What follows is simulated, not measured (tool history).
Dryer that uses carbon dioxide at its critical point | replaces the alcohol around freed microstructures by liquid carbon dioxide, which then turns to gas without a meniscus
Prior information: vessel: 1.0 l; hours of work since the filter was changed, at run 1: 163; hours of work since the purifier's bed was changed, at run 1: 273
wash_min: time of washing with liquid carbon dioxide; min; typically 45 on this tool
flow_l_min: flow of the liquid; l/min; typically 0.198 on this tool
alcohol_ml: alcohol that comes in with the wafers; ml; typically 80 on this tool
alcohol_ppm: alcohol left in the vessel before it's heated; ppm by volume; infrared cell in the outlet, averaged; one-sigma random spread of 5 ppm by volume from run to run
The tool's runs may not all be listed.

| run | day | wash_min | flow_l_min | alcohol_ml | hours of work since the filter was changed | hours of work since the purifier's bed was changed | alcohol_ppm |
|---|---|---|---|---|---|---|---|
| 1 | 0 | 45 | 0.198 | 80 | 163 | 273 | 44 |
| 2 | 1.129 | 45 | 0.198 | 80 | 174 | 284 | 49 |
| 3 | 1.921 | 45 | 0.171 | 80 | 181 | 291 | 119 |
| 4 | 3.125 | 45 | 0.171 | 80 | 192 | 303 | 114 |
| 5 | 3.954 | 45 | 0.171 | 80 | 200 | 311 | 122 |
| 6 | 5.042 | 45 | 0.171 | 80 | 210 | 321 | 111 |
| 7 | 6.417 | 45 | 0.198 | 80 | 223 | 334 | 53 |
| 8 | 7.604 | 45 | 0.198 | 80 | 234 | 345 | 54 |
| 9 | 9.288 | 45 | 0.198 | 80 | 250 | 361 | 61 |
| 10 | 9.988 | 45 | 0.221 | 80 | 257 | 367 | 37 |
| 11 | 11.108 | 45 | 0.221 | 80 | 267 | 378 | 30 |
| 12 | 12.7 | 45 | 0.198 | 104 | 282 | 393 | 64 |
|  | 13.958 | inlet filter changed |
| 13 | 14.4 | 45 | 0.287 | 80 | 4 | 408 | 24 |
| 14 | 15.808 | 45 | 0.205 | 80 | 17 | 422 | 38 |
| 15 | 16.833 | 45 | 0.205 | 80 | 27 | 431 | 48 |
| 16 | 17.829 | 45 | 0.198 | 80 | 36 | 441 | 58 |
| 17 | 18.712 | 45 | 0.198 | 80 | 45 | 449 | 53 |
| 18 | 19.858 | 44 | 0.198 | 80 | 55 | 460 | 52 |
| 19 | 20.7 | 46 | 0.198 | 82 | 63 | 468 | 51 |
| 20 | 21.5 | 47 | 0.198 | 80 | 71 | 475 | 42 |
| 21 | 22.908 | 56 | 0.129 | 28 | 84 | 488 | 85 |
| 22 | 24.008 | 56 | 0.205 | 87 | 94 | 499 | 26 |
| 23 | 25.296 | 56 | 0.205 | 87 | 107 | 511 | 41 |
| 24 | 26.592 | 56 | 0.205 | 87 | 119 | 523 | 31 |
| 25 | 27.529 | 56 | 0.163 | 87 | 128 | 532 | 56 |
| 26 | 28.825 | 30 | 0.33 | 38 | 140 | 544 | 30 |
| 27 | 29.638 | 45 | 0.18 | 48 | 147 | 552 | 70 |
| 28 | 30.325 | 45 | 0.327 | 47 | 154 | 558 | 29 |
| 29 | 31.988 | 45 | 0.327 | 47 | 170 | 574 | 25 |
| 30 | 32.838 | 45 | 0.327 | 47 | 178 | 582 | 31 |
| 31 | 34.504 | 29 | 0.122 | 80 | 193 | 597 | 4035 |
| 32 | 35.592 | 43 | 0.198 | 80 | 203 | 608 | 79 |
| 33 | 36.712 | 39 | 0.224 | 54 | 214 | 618 | 60 |

Consider 4 possible next runs. They are alternatives, not a sequence: every one starts from the tool as it was left by run 33. What does each give?
| A | 38.375 | 28 | 0.15 | 80 | 230 | 634 | ? |
| B | 38.375 | 68 | 0.162 | 54 | 230 | 634 | ? |
| C | 38.375 | 57 | 0.184 | 101 | 230 | 634 | ? |
| D | 38.375 | 45 | 0.332 | 80 | 230 | 634 | ? |

| run | alcohol_ppm |
|---|---|
| A | 2269 |
| B | 38 |
| C | 44 |
| D | 49 |
Had the tool no hidden state, the same runs would have come out as:
| run | alcohol_ppm |
|---|---|
| A | 1890 |
| B | 5 |
| C | 8 |
| D | 16 |

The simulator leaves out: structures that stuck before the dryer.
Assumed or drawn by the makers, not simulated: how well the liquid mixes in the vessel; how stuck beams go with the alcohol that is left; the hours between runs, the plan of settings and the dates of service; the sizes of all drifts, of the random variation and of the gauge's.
